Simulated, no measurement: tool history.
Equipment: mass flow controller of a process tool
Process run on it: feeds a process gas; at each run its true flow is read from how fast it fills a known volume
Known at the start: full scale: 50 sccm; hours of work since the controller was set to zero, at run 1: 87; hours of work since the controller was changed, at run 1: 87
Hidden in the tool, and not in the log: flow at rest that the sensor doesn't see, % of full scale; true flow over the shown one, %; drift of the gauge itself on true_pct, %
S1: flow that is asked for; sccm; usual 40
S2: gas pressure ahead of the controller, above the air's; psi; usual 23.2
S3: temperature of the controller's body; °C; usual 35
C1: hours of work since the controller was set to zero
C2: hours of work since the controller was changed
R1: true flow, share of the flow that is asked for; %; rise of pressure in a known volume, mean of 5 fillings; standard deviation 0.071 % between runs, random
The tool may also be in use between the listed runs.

Run 1, hour 0.0: usual settings; C1 87; C2 87. Result: R1 100.78 %.
Run 2, hour 93.7: usual settings; C1 128; C2 128. Result: R1 100.84 %.
Run 3, hour 151.4: usual settings; C1 153; C2 153. Result: R1 100.87 %.
Run 4, hour 212.2: usual settings but S2 37.4 psi; C1 179; C2 179. Result: R1 100.20 %.
Run 5, hour 257.2: usual settings; C1 198; C2 198. Result: R1 100.77 %.
Run 6, hour 313.4: usual settings but S2 31.9 psi; C1 222; C2 222. Result: R1 100.63 %.
Run 7, hour 395.9: usual settings but S2 31.9 psi; C1 258; C2 258. Result: R1 100.40 %.
Run 8, hour 492.4: usual settings but S2 31.9 psi; C1 299; C2 299. Result: R1 100.36 %.
Run 9, hour 591.2: usual settings but S2 31.9 psi; C1 342; C2 342. Result: R1 100.35 %.
Run 10, hour 680.0: usual settings but S2 31.9 psi; C1 380; C2 380. Result: R1 100.48 %.
Run 11, hour 762.0: usual settings but S2 31.9 psi; C1 415; C2 415. Result: R1 100.41 %.
Run 12, hour 840.7: usual settings but S2 31.9 psi; C1 449; C2 449. Result: R1 100.34 %.
Run 13, hour 950.1: usual settings but S2 31.9 psi; C1 496; C2 496. Result: R1 100.57 %.
Run 14, hour 1058.8: usual settings but S3 32 °C; C1 543; C2 543. Result: R1 100.51 %.
Run 15, hour 1120.2: usual settings but S3 32 °C; C1 569; C2 569. Result: R1 100.42 %.
Run 16, hour 1181.4: usual settings but S1 8 sccm, S3 32 °C; C1 596; C2 596. Result: R1 98.99 %.
Run 17, hour 1258.0: usual settings but S1 8 sccm; C1 629; C2 629. Result: R1 99.42 %.
Run 18, hour 1348.0: usual settings but S1 41 sccm; C1 667; C2 667. Result: R1 100.77 %.
At hour 1356.6: controller's zero set anew.
Run 19, hour 1397.4: usual settings but S3 28 °C; C1 18; C2 688. Result: R1 100.01 %.
Run 20, hour 1465.2: usual settings but S2 24.8 psi; C1 47; C2 717. Result: R1 100.52 %.
Run 21, hour 1573.2: usual settings; C1 93; C2 764. Result: R1 100.51 %.
At hour 1611.5: controller's zero set anew, once more.
Run 22, hour 1635.0: usual settings; C1 10; C2 790. Result: R1 100.80 %.
Run 23, hour 1693.9: usual settings; C1 35; C2 816. Result: R1 100.73 %.
Run 24, hour 1744.0: usual settings; C1 57; C2 837. Result: R1 100.80 %.
Run 25, hour 1838.0: usual settings but S1 9 sccm, S2 39.9 psi, S3 23 °C; C1 97; C2 878. Result: R1 97.92 %.
Run 26, hour 1926.7: usual settings but S1 14 sccm, S2 36.1 psi, S3 30 °C; C1 136; C2 916. Result: R1 99.04 %.
Run 27, hour 1975.9: usual settings but S1 14 sccm, S2 36.1 psi, S3 30 °C; C1 157; C2 937. Result: R1 98.84 %.
Run 28, hour 2082.7: usual settings but S1 15 sccm, S2 21.6 psi, S3 26 °C; C1 203; C2 983. Result: R1 99.20 %.
Run 29, hour 2154.8: usual settings but S1 15 sccm, S2 21.6 psi, S3 26 °C; C1 234; C2 1014. Result: R1 99.13 %.
Run 30, hour 2252.1: usual settings but S2 24.2 psi; C1 276; C2 1056. Result: R1 100.74 %.
Run 31, hour 2338.5: usual settings but S1 15 sccm, S2 21.9 psi, S3 36 °C; C1 313; C2 1093. Result: R1 99.99 %.
Run 32, hour 2418.9: usual settings but S1 15 sccm, S2 39.6 psi, S3 36 °C; C1 347; C2 1127. Result: R1 99.27 %.
Run 33, hour 2469.7: usual settings but S1 14 sccm, S2 32.5 psi, S3 39 °C; C1 369; C2 1149. Result: R1 99.93 %.
Run 34, hour 2563.7: usual settings but S1 6 sccm, S2 24.8 psi; C1 410; C2 1190. Result: R1 99.37 %.
Run 35, hour 2630.7: usual settings but S1 12 sccm; C1 438; C2 1219. Result: R1 99.71 %.
Run 36, hour 2699.0: usual settings but S1 12 sccm; C1 468; C2 1248. Result: R1 99.64 %.
Run 37, hour 2752.0: usual settings but S1 12 sccm; C1 491; C2 1271. Result: R1 99.70 %.
Run 38, hour 2836.3: usual settings but S1 17 sccm, S2 21.9 psi, S3 34 °C; C1 527; C2 1307. Result: R1 99.85 %.
Run 39, hour 2887.8: usual settings but S1 11 sccm, S2 21.2 psi, S3 30 °C; C1 549; C2 1329. Result: R1 99.18 %.
Run 40, hour 2994.6: usual settings but S1 23 sccm, S2 37.0 psi; C1 595; C2 1375. Result: R1 99.46 %.
Run 41, hour 3058.6: usual settings but S1 23 sccm, S2 37.0 psi; C1 622; C2 1403. Result: R1 99.46 %.
Run 42, hour 3164.6: usual settings but S1 23 sccm, S2 37.0 psi; C1 668; C2 1448. Result: R1 99.54 %.
Run 43, hour 3216.2: usual settings but S1 5 sccm, S2 25.5 psi, S3 29 °C; C1 690; C2 1470. Result: R1 98.52 %.
Run 44, hour 3272.0: usual settings but S1 26 sccm, S2 21.0 psi, S3 39 °C; C1 714; C2 1494. Result: R1 100.81 %.
Run 45, hour 3376.2: usual settings but S1 25 sccm, S2 22.9 psi, S3 25 °C; C1 759; C2 1539. Result: R1 99.03 %.
Run 46, hour 3486.7: usual settings but S1 25 sccm, S2 22.9 psi, S3 25 °C; C1 807; C2 1587. Result: R1 99.18 %.
Run 47, hour 3543.3: usual settings but S1 9 sccm, S2 35.7 psi, S3 29 °C; C1 831; C2 1611. Result: R1 98.24 %.

Forecast each of these 3 alternatives for the next run:
Run A, hour 3592.1: usual settings but S1 12 sccm, S2 35.7 psi, S3 29 °C; C1 852; C2 1632. Result: R1 ?.
Run B, hour 3592.1: usual settings but S1 9 sccm, S2 35.7 psi, S3 24 °C; C1 852; C2 1632. Result: R1 ?.
Run C, hour 3592.1: usual settings but S1 6 sccm, S2 21.9 psi, S3 29 °C; C1 852; C2 1632. Result: R1 ?.

run     R1
  A  98.50
  B  97.86
  C  98.55
Take away the tool's hidden state, keep each run's random variation, and the runs would have read:
run     R1
  A  98.99
  B  98.42
  C  99.26
